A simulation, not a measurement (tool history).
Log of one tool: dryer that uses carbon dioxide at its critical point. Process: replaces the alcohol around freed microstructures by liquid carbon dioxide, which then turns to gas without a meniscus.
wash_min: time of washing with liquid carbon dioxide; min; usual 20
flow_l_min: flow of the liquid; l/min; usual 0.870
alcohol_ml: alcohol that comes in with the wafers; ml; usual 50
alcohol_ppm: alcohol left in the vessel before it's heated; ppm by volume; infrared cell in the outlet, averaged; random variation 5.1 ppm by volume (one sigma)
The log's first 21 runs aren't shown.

run 22 day=36.229 | wash_min=20 flow_l_min=0.870 alcohol_ml=50 | alcohol_ppm=148
run 23 day=37.842 | wash_min=20 flow_l_min=0.870 alcohol_ml=50 | alcohol_ppm=153
run 24 day=39.258 | wash_min=21 flow_l_min=0.975 alcohol_ml=22 | alcohol_ppm=77
run 25 day=41.433 | wash_min=20 flow_l_min=0.870 alcohol_ml=43 | alcohol_ppm=150
-- day=42.100 inlet filter changed
run 26 day=43.825 | wash_min=18 flow_l_min=0.870 alcohol_ml=113 | alcohol_ppm=261
run 27 day=44.900 | wash_min=20 flow_l_min=0.545 alcohol_ml=50 | alcohol_ppm=588
run 28 day=46.308 | wash_min=17 flow_l_min=0.545 alcohol_ml=50 | alcohol_ppm=1009
-- day=46.900 purifier's bed changed
run 29 day=48.446 | wash_min=17 flow_l_min=0.680 alcohol_ml=100 | alcohol_ppm=868
run 30 day=50.862 | wash_min=16 flow_l_min=1.338 alcohol_ml=50 | alcohol_ppm=21
run 31 day=52.279 | wash_min=20 flow_l_min=0.870 alcohol_ml=115 | alcohol_ppm=136
run 32 day=53.908 | wash_min=19 flow_l_min=1.384 alcohol_ml=32 | alcohol_ppm=2
run 33 day=55.117 | wash_min=15 flow_l_min=0.664 alcohol_ml=94 | alcohol_ppm=1536
run 34 day=56.292 | wash_min=20 flow_l_min=0.980 alcohol_ml=50 | alcohol_ppm=32
run 35 day=57.921 | wash_min=20 flow_l_min=0.980 alcohol_ml=50 | alcohol_ppm=37
run 36 day=59.808 | wash_min=20 flow_l_min=0.980 alcohol_ml=50 | alcohol_ppm=47
run 37 day=61.696 | wash_min=20 flow_l_min=0.593 alcohol_ml=66 | alcohol_ppm=619
run 38 day=63.396 | wash_min=12 flow_l_min=0.970 alcohol_ml=114 | alcohol_ppm=1084
run 39 day=65.683 | wash_min=22 flow_l_min=0.601 alcohol_ml=64 | alcohol_ppm=393
run 40 day=66.808 | wash_min=13 flow_l_min=0.601 alcohol_ml=31 | alcohol_ppm=1160
run 41 day=68.025 | wash_min=20 flow_l_min=0.870 alcohol_ml=90 | alcohol_ppm=141
run 42 day=69.400 | wash_min=20 flow_l_min=1.002 alcohol_ml=50 | alcohol_ppm=47
run 43 day=71.450 | wash_min=25 flow_l_min=1.136 alcohol_ml=117 | alcohol_ppm=25
run 44 day=72.558 | wash_min=29 flow_l_min=0.870 alcohol_ml=61 | alcohol_ppm=30
run 45 day=74.008 | wash_min=29 flow_l_min=0.870 alcohol_ml=61 | alcohol_ppm=27

Forecast each of these 4 alternatives for the next run:
run A day=75.929 | wash_min=14 flow_l_min=1.346 alcohol_ml=98 | alcohol_ppm=?
run B day=75.929 | wash_min=20 flow_l_min=0.547 alcohol_ml=24 | alcohol_ppm=?
run C day=75.929 | wash_min=29 flow_l_min=0.533 alcohol_ml=21 | alcohol_ppm=?
run D day=75.929 | wash_min=14 flow_l_min=1.101 alcohol_ml=100 | alcohol_ppm=?

run=A alcohol_ppm=112
run=B alcohol_ppm=393
run=C alcohol_ppm=86
run=D alcohol_ppm=349
Without the tool's hidden state the same runs would have given:
run=A alcohol_ppm=44
run=B alcohol_ppm=245
run=C alcohol_ppm=38
run=D alcohol_ppm=176

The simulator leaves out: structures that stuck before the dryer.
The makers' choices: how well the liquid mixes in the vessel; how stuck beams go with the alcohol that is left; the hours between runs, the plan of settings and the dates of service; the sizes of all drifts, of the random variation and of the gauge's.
